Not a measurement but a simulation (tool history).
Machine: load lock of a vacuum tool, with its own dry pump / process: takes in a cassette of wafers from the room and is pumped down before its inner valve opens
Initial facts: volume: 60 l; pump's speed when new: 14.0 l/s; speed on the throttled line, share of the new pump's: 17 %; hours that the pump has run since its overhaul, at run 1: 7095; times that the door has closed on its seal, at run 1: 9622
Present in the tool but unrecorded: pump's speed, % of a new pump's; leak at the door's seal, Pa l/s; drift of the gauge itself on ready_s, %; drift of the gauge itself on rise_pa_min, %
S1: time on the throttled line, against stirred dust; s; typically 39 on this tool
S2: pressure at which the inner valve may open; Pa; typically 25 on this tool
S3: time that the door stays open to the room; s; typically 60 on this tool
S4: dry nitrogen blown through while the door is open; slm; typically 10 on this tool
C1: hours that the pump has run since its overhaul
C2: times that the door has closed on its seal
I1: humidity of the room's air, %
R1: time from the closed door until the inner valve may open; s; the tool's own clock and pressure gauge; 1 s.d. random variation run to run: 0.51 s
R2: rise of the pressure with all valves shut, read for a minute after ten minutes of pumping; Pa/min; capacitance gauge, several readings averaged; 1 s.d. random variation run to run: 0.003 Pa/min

{"run": 1, "day": 0.0, "S1": 39, "S2": 25, "S3": 60, "S4": 10, "C1": 7095, "C2": 9622, "I1": 47.7, "R1": 70.4, "R2": 0.074}
{"run": 2, "day": 3.858, "S1": 39, "S2": 25, "S3": 60, "S4": 10, "C1": 7188, "C2": 10021, "I1": 46.4, "R1": 71.3, "R2": 0.077}
{"run": 3, "day": 7.896, "S1": 62, "S2": 25, "S3": 60, "S4": 10, "C1": 7285, "C2": 10438, "I1": 44.3, "R1": 89.0, "R2": 0.083}
{"run": 4, "day": 15.696, "S1": 62, "S2": 25, "S3": 60, "S4": 10, "C1": 7472, "C2": 11245, "I1": 42.6, "R1": 89.4, "R2": 0.075}
{"run": 5, "day": 23.379, "S1": 62, "S2": 25, "S3": 60, "S4": 10, "C1": 7656, "C2": 12039, "I1": 45.3, "R1": 89.3, "R2": 0.088}
{"run": 6, "day": 29.8, "S1": 39, "S2": 28, "S3": 60, "S4": 10, "C1": 7810, "C2": 12703, "I1": 47.7, "R1": 70.5, "R2": 0.098}
{"run": 7, "day": 38.667, "S1": 39, "S2": 28, "S3": 60, "S4": 10, "C1": 8023, "C2": 13619, "I1": 43.4, "R1": 70.6, "R2": 0.101}
{"run": 8, "day": 45.492, "S1": 52, "S2": 28, "S3": 60, "S4": 10, "C1": 8187, "C2": 14325, "I1": 45.1, "R1": 81.3, "R2": 0.101}
{"run": 9, "day": 53.55, "S1": 52, "S2": 28, "S3": 60, "S4": 10, "C1": 8380, "C2": 15158, "I1": 45.0, "R1": 80.0, "R2": 0.108}
{"run": 10, "day": 60.125, "S1": 52, "S2": 28, "S3": 60, "S4": 10, "C1": 8538, "C2": 15837, "I1": 46.0, "R1": 80.5, "R2": 0.109}
{"run": 11, "day": 66.667, "S1": 64, "S2": 28, "S3": 60, "S4": 10, "C1": 8695, "C2": 16514, "I1": 44.6, "R1": 91.6, "R2": 0.116}
{"run": 12, "day": 71.746, "S1": 64, "S2": 28, "S3": 60, "S4": 10, "C1": 8817, "C2": 17038, "I1": 43.4, "R1": 91.4, "R2": 0.124}
{"run": 13, "day": 77.617, "S1": 64, "S2": 28, "S3": 60, "S4": 10, "C1": 8958, "C2": 17645, "I1": 44.1, "R1": 91.5, "R2": 0.126}
{"run": 14, "day": 83.429, "S1": 64, "S2": 28, "S3": 60, "S4": 10, "C1": 9097, "C2": 18246, "I1": 44.9, "R1": 90.6, "R2": 0.141}
{"run": 15, "day": 90.133, "S1": 64, "S2": 28, "S3": 60, "S4": 10, "C1": 9258, "C2": 18939, "I1": 47.0, "R1": 90.1, "R2": 0.141}
{"run": 16, "day": 97.575, "S1": 64, "S2": 28, "S3": 60, "S4": 10, "C1": 9437, "C2": 19708, "I1": 46.0, "R1": 91.5, "R2": 0.142}
{"run": 17, "day": 101.538, "S1": 39, "S2": 25, "S3": 60, "S4": 10, "C1": 9532, "C2": 20118, "I1": 46.4, "R1": 72.0, "R2": 0.147}
{"run": 18, "day": 106.508, "S1": 47, "S2": 25, "S3": 60, "S4": 10, "C1": 9651, "C2": 20632, "I1": 43.5, "R1": 78.3, "R2": 0.151}
{"run": 19, "day": 110.562, "S1": 47, "S2": 25, "S3": 60, "S4": 10, "C1": 9749, "C2": 21051, "I1": 44.2, "R1": 78.0, "R2": 0.156}
{"run": 20, "day": 114.204, "S1": 47, "S2": 25, "S3": 60, "S4": 10, "C1": 9836, "C2": 21427, "I1": 47.4, "R1": 79.1, "R2": 0.157}
{"run": 21, "day": 120.612, "S1": 47, "S2": 25, "S3": 39, "S4": 7, "C1": 9990, "C2": 22090, "I1": 44.5, "R1": 78.7, "R2": 0.161}
{"run": 22, "day": 127.479, "S1": 53, "S2": 31, "S3": 129, "S4": 7, "C1": 10155, "C2": 22800, "I1": 46.1, "R1": 83.3, "R2": 0.187}
{"run": 23, "day": 131.733, "S1": 53, "S2": 31, "S3": 129, "S4": 7, "C1": 10257, "C2": 23239, "I1": 42.8, "R1": 81.5, "R2": 0.186}
{"run": 24, "day": 137.633, "S1": 21, "S2": 31, "S3": 199, "S4": 7, "C1": 10398, "C2": 23849, "I1": 45.0, "R1": 56.5, "R2": 0.21}
{"run": 25, "day": 141.675, "S1": 39, "S2": 25, "S3": 106, "S4": 4, "C1": 10495, "C2": 24267, "I1": 47.9, "R1": 71.8, "R2": 0.196}
{"run": 26, "day": 147.617, "S1": 56, "S2": 39, "S3": 63, "S4": 8, "C1": 10638, "C2": 24881, "I1": 45.3, "R1": 84.4, "R2": 0.193}
{"run": 27, "day": 151.525, "S1": 39, "S2": 25, "S3": 60, "S4": 5, "C1": 10732, "C2": 25285, "I1": 47.9, "R1": 72.2, "R2": 0.196}
{"run": 28, "day": 158.708, "S1": 50, "S2": 25, "S3": 32, "S4": 34, "C1": 10904, "C2": 26028, "I1": 43.3, "R1": 81.5, "R2": 0.181}
{"run": 29, "day": 167.629, "S1": 33, "S2": 25, "S3": 60, "S4": 11, "C1": 11118, "C2": 26950, "I1": 46.3, "R1": 67.5, "R2": 0.211}
{"run": 30, "day": 173.067, "S1": 33, "S2": 25, "S3": 60, "S4": 11, "C1": 11249, "C2": 27512, "I1": 43.0, "R1": 67.9, "R2": 0.209}
{"run": 31, "day": 177.188, "S1": 39, "S2": 25, "S3": 194, "S4": 10, "C1": 11348, "C2": 27938, "I1": 48.4, "R1": 73.3, "R2": 0.245}
{"run": 32, "day": 184.325, "S1": 39, "S2": 25, "S3": 115, "S4": 16, "C1": 11519, "C2": 28676, "I1": 44.8, "R1": 71.6, "R2": 0.232}
{"run": 33, "day": 192.729, "S1": 39, "S2": 25, "S3": 115, "S4": 16, "C1": 11721, "C2": 29545, "I1": 44.2, "R1": 72.3, "R2": 0.237}
{"run": 34, "day": 196.575, "S1": 42, "S2": 31, "S3": 26, "S4": 43, "C1": 11813, "C2": 29942, "I1": 48.1, "R1": 73.0, "R2": 0.217}
{"run": 35, "day": 204.546, "S1": 39, "S2": 25, "S3": 143, "S4": 10, "C1": 12004, "C2": 30766, "I1": 46.0, "R1": 73.0, "R2": 0.263}
{"run": 36, "day": 208.325, "S1": 33, "S2": 25, "S3": 84, "S4": 10, "C1": 12095, "C2": 31157, "I1": 43.5, "R1": 69.0, "R2": 0.249}
{"run": 37, "day": 214.362, "S1": 38, "S2": 30, "S3": 84, "S4": 12, "C1": 12240, "C2": 31781, "I1": 43.9, "R1": 71.0, "R2": 0.254}

Subtracting, for every run, the result it would have given without the tool's unlogged condition from the measured result gives the following. The same run-to-run variation enters both numbers; the gauge's scatter may not:
run=1 R1=+2.7 R2=+0.046
run=2 R1=+2.8 R2=+0.049
run=3 R1=+2.4 R2=+0.051
run=4 R1=+2.5 R2=+0.055
run=5 R1=+2.6 R2=+0.060
run=6 R1=+3.0 R2=+0.065
run=7 R1=+3.0 R2=+0.070
run=8 R1=+2.8 R2=+0.074
run=9 R1=+2.9 R2=+0.080
run=10 R1=+3.0 R2=+0.085
run=11 R1=+2.8 R2=+0.092
run=12 R1=+2.8 R2=+0.096
run=13 R1=+2.9 R2=+0.099
run=14 R1=+2.9 R2=+0.106
run=15 R1=+2.9 R2=+0.112
run=16 R1=+3.1 R2=+0.117
run=17 R1=+3.8 R2=+0.120
run=18 R1=+3.6 R2=+0.124
run=19 R1=+3.6 R2=+0.126
run=20 R1=+3.7 R2=+0.127
run=21 R1=+3.7 R2=+0.135
run=22 R1=+3.5 R2=+0.141
run=23 R1=+3.5 R2=+0.143
run=24 R1=+4.3 R2=+0.153
run=25 R1=+4.2 R2=+0.153
run=26 R1=+3.4 R2=+0.160
run=27 R1=+4.3 R2=+0.163
run=28 R1=+4.0 R2=+0.167
run=29 R1=+4.6 R2=+0.180
run=30 R1=+4.7 R2=+0.183
run=31 R1=+4.6 R2=+0.189
run=32 R1=+4.7 R2=+0.195
run=33 R1=+4.7 R2=+0.204
run=34 R1=+4.5 R2=+0.207
run=35 R1=+4.9 R2=+0.217
run=36 R1=+5.2 R2=+0.217
run=37 R1=+4.7 R2=+0.223
